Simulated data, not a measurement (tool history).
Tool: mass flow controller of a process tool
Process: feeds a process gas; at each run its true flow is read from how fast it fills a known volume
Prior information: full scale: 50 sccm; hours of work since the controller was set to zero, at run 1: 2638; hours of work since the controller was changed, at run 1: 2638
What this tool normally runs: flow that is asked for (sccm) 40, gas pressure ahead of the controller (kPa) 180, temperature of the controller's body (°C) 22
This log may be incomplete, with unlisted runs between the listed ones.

| run | hour | flow that is asked for (sccm) | gas pressure ahead of the controller (kPa) | temperature of the controller's body (°C) | hours of work since the controller was set to zero | hours of work since the controller was changed | true flow (%) |
|---|---|---|---|---|---|---|---|
| 1 | 0.0 | 40 | 180 | 22 | 2638 | 2638 | 101.21 |
| 2 | 167.6 | 40 | 220 | 22 | 2760 | 2760 | 101.09 |
| 3 | 389.6 | 40 | 220 | 22 | 2921 | 2921 | 101.27 |
| 4 | 524.0 | 40 | 180 | 22 | 3019 | 3019 | 101.48 |
| 5 | 618.1 | 40 | 171 | 22 | 3088 | 3088 | 101.60 |
| 6 | 812.0 | 40 | 171 | 22 | 3229 | 3229 | 101.53 |
| 7 | 910.1 | 40 | 171 | 22 | 3300 | 3300 | 101.60 |
| 8 | 1065.1 | 40 | 171 | 22 | 3413 | 3413 | 101.66 |
| 9 | 1180.0 | 40 | 145 | 22 | 3497 | 3497 | 102.00 |
| 10 | 1350.0 | 40 | 145 | 22 | 3621 | 3621 | 101.85 |
| 11 | 1475.1 | 40 | 145 | 22 | 3712 | 3712 | 102.01 |
| 12 | 1650.6 | 40 | 180 | 22 | 3840 | 3840 | 101.83 |
| 13 | 1800.9 | 11 | 187 | 30 | 3949 | 3949 | 103.05 |
| 14 | 1957.7 | 11 | 187 | 30 | 4063 | 4063 | 103.21 |
| 15 | 2072.6 | 31 | 181 | 21 | 4147 | 4147 | 102.01 |

The next listed run, before its measurement:
| 16 | 2233.7 | 35 | 267 | 39 | 4264 | 4264 | ? |

{"run 16": {"true flow (%)": 101.27}}
With no hidden state in the tool, this same run would have given true flow (%) 98.81.
